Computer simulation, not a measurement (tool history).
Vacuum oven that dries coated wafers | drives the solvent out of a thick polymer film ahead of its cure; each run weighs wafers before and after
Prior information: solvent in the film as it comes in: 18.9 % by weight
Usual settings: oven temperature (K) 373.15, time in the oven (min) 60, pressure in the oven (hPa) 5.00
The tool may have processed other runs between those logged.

run	hour	oven temperature (K)	time in the oven (min)	pressure in the oven (hPa)	solvent left in the film (%)
1	0.0	373.15	60	5.00	0.97
2	42.1	373.15	60	5.00	0.98
3	62.8	373.15	60	5.00	0.96
4	84.7	373.15	60	5.00	0.97
5	125.2	378.15	60	5.00	0.41
6	148.3	372.15	60	5.00	1.14
7	185.2	368.15	76	6.46	1.26
8	222.8	361.15	91	3.28	2.21
9	255.2	361.15	52	14.35	5.28
10	284.8	377.15	90	14.35	0.39
11	322.7	359.15	60	14.32	5.25
12	355.3	364.15	63	5.00	2.93

Branching from run 12: 5 alternative next runs. What would each branch give?
A	395.3	359.15	91	5.00	?
B	395.3	386.15	63	7.52	?
C	395.3	367.15	41	18.95	?
D	395.3	386.15	63	5.00	?
E	395.3	363.15	36	3.34	?

run	solvent left in the film (%)
A	2.84
B	0.15
C	4.39
D	0.13
E	6.19
What these runs would have given with no unlogged condition in the tool:
run	solvent left in the film (%)
A	3.34
B	0.14
C	4.96
D	0.12
E	6.78
